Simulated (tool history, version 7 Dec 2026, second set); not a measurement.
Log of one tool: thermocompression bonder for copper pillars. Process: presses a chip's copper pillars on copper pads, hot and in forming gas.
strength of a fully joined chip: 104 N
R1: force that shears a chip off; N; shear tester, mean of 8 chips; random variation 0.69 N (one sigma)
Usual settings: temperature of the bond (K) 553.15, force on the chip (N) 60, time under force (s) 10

Run 1, hour 0: usual settings. Result: R1 45.3 N.
Run 2, hour 52.4: usual settings. Result: R1 43 N.
At hour 70.6: forming gas filter changed.
Run 3, hour 99.8: usual settings. Result: R1 44.8 N.
Run 4, hour 154.1: usual settings. Result: R1 44.9 N.
Run 5, hour 196: usual settings but temperature of the bond (K) 540.15. Result: R1 37.2 N.
Run 6, hour 239.2: usual settings but time under force (s) 8. Result: R1 40.5 N.
Run 7, hour 278.9: usual settings. Result: R1 42.5 N.
Run 8, hour 307.4: usual settings. Result: R1 43.5 N.
At hour 342.1: forming gas filter changed.
Run 9, hour 347.2: usual settings. Result: R1 42.6 N.
Run 10, hour 389: usual settings. Result: R1 43 N.
Run 11, hour 445: usual settings. Result: R1 41.3 N.
Run 12, hour 470.8: usual settings but force on the chip (N) 64. Result: R1 44.7 N.
Run 13, hour 524.7: usual settings. Result: R1 41.8 N.
Run 14, hour 577.4: usual settings. Result: R1 39.6 N.
At hour 614.4: forming gas filter changed.
Run 15, hour 624.6: usual settings but force on the chip (N) 41. Result: R1 26.3 N.
Run 16, hour 667.9: usual settings but force on the chip (N) 41. Result: R1 26.4 N.
Run 17, hour 708.4: usual settings but force on the chip (N) 41. Result: R1 26 N.
Run 18, hour 754.4: usual settings but force on the chip (N) 57. Result: R1 37.4 N.
Run 19, hour 793.2: usual settings but force on the chip (N) 57. Result: R1 37.8 N.
Run 20, hour 834.9: usual settings but force on the chip (N) 57. Result: R1 37.7 N.
Run 21, hour 878.1: usual settings but temperature of the bond (K) 559.15, force on the chip (N) 87, time under force (s) 15. Result: R1 67.4 N.
At hour 887.6: forming gas filter changed.
At hour 903.5: heater calibrated with a thermocouple chip.
Run 22, hour 935.2: usual settings but temperature of the bond (K) 579.15, force on the chip (N) 62, time under force (s) 6. Result: R1 51.4 N.
Run 23, hour 968.9: usual settings but time under force (s) 24. Result: R1 60.8 N.
Run 24, hour 1025.4: usual settings but force on the chip (N) 86. Result: R1 62.7 N.
Run 25, hour 1067.9: usual settings but temperature of the bond (K) 540.15, force on the chip (N) 65, time under force (s) 18. Result: R1 51.7 N.
Run 26, hour 1098.5: usual settings but temperature of the bond (K) 540.15, force on the chip (N) 65, time under force (s) 18. Result: R1 50.6 N.
Run 27, hour 1142: usual settings but time under force (s) 5. Result: R1 32.7 N.
At hour 1161.8: forming gas filter changed.
Run 28, hour 1182.6: usual settings but temperature of the bond (K) 557.15, time under force (s) 20. Result: R1 58.7 N.
Run 29, hour 1215.9: usual settings but temperature of the bond (K) 572.15, force on the chip (N) 38. Result: R1 31.9 N.
Run 30, hour 1248: usual settings but temperature of the bond (K) 560.15, force on the chip (N) 85, time under force (s) 11. Result: R1 66.5 N.
Run 31, hour 1288.2: usual settings but temperature of the bond (K) 545.15, force on the chip (N) 74, time under force (s) 11. Result: R1 50.1 N.
Run 32, hour 1332.9: usual settings but temperature of the bond (K) 545.15, force on the chip (N) 74, time under force (s) 14. Result: R1 55 N.
Run 33, hour 1360.2: usual settings but temperature of the bond (K) 545.15, force on the chip (N) 74, time under force (s) 14. Result: R1 54.4 N.
Run 34, hour 1395.1: usual settings but temperature of the bond (K) 545.15, force on the chip (N) 74, time under force (s) 14. Result: R1 54.3 N.
At hour 1431.8: forming gas filter changed.
Run 35, hour 1442.8: usual settings but temperature of the bond (K) 545.15, force on the chip (N) 74, time under force (s) 14. Result: R1 54.9 N.
Run 36, hour 1490.1: usual settings but temperature of the bond (K) 545.15, force on the chip (N) 74, time under force (s) 14. Result: R1 52.9 N.
Run 37, hour 1545.6: usual settings but force on the chip (N) 47, time under force (s) 24. Result: R1 43.7 N.
Run 38, hour 1586.4: usual settings but temperature of the bond (K) 538.15, force on the chip (N) 53, time under force (s) 24. Result: R1 42.7 N.
Run 39, hour 1630.8: usual settings but temperature of the bond (K) 538.15, force on the chip (N) 53, time under force (s) 24. Result: R1 42 N.
Run 40, hour 1662.4: usual settings but temperature of the bond (K) 566.15, force on the chip (N) 44, time under force (s) 5. Result: R1 25 N.

Hidden state or all else? Some run-to-run changes of R1, split into what the settings, what came in and random variation would give without the hidden state, and what is left for the hidden state (with any gauge scatter that isn't in both results):
The hidden state here: true temperature of the bond over the reading, C; force that reaches the chip, % of what is set; oxide that the forming gas leaves, % of the face; drift of the gauge itself on shear_n, %.
Run 17 -> 18: force on the chip (N) 41 -> 57. R1 +11.4 N: hidden state -2.3, all else +13.7.
Run 20 -> 21: temperature of the bond (K) 553.15 -> 559.15, force on the chip (N) 57 -> 87, time under force (s) 10 -> 15. R1 +29.7 N: hidden state -2.2, all else +31.9.
Run 21 -> 22: temperature of the bond (K) 559.15 -> 579.15, force on the chip (N) 87 -> 62, time under force (s) 15 -> 6, forming gas filter changed, heater calibrated with a thermocouple chip. R1 -16 N: hidden state +8.8, all else -24.8.
Run 28 -> 29: temperature of the bond (K) 557.15 -> 572.15, force on the chip (N) 60 -> 38, time under force (s) 20 -> 10. R1 -26.8 N: hidden state +0.8, all else -27.6.
Run 29 -> 30: temperature of the bond (K) 572.15 -> 560.15, force on the chip (N) 38 -> 85, time under force (s) 10 -> 11. R1 +34.6 N: hidden state -1.9, all else +36.5.
Run 39 -> 40: temperature of the bond (K) 538.15 -> 566.15, force on the chip (N) 53 -> 44, time under force (s) 24 -> 5. R1 -17 N: hidden state +2.5, all else -19.5.
